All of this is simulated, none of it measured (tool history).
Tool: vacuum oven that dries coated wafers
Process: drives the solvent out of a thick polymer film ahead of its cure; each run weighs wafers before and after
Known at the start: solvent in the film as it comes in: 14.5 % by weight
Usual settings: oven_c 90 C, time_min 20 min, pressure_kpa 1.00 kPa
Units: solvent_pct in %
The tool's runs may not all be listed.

run,hour,oven_c,time_min,pressure_kpa,solvent_pct
1,0.0,90,20,1.00,3.28
2,83.3,90,23,1.00,2.82
3,134.8,90,20,1.00,3.33
4,214.4,98,20,1.00,1.54
# hour 269.8: oven's thermocouples calibrated
5,329.7,98,20,1.00,1.09
6,437.6,98,20,1.00,1.01
7,484.9,98,20,1.00,0.99
8,538.0,98,20,3.41,1.65
9,597.5,80,20,1.00,5.39
10,646.0,90,20,1.00,2.64
11,751.8,90,20,1.78,2.94
12,839.9,90,20,1.00,2.71
13,927.0,84,20,1.08,4.34
14,978.5,84,15,1.08,5.51
15,1087.1,97,26,1.21,0.95
16,1143.1,97,26,1.21,0.81
17,1246.4,97,30,2.43,1.12
18,1337.0,86,19,0.62,3.83
19,1439.4,86,19,0.62,3.81
20,1530.6,86,19,0.62,4.00
21,1577.4,86,19,0.62,4.03
22,1684.7,86,19,0.62,3.95
23,1776.2,99,19,2.60,1.68

Hidden state or all else? Some run-to-run changes of solvent_pct, split into what the settings, what came in and random variation would give without the hidden state, and what is left for the hidden state (with any gauge scatter that isn't in both results):
The hidden state here: true wafer temperature over the reading, C; true pressure over the reading, kPa; drift of the gauge itself on solvent_pct, %.
Run 3 -> 4: oven_c 90 -> 98. solvent_pct -1.79 %: hidden state -0.33, all else -1.46.
Run 4 -> 5: oven's thermocouples calibrated. solvent_pct -0.45 %: hidden state -0.51, all else +0.06.
Run 8 -> 9: oven_c 98 -> 80, pressure_kpa 3.41 -> 1.00. solvent_pct +3.74 %: hidden state +0.03, all else +3.71.
Run 14 -> 15: oven_c 84 -> 97, time_min 15 -> 26, pressure_kpa 1.08 -> 1.21. solvent_pct -4.56 %: hidden state -0.08, all else -4.48.
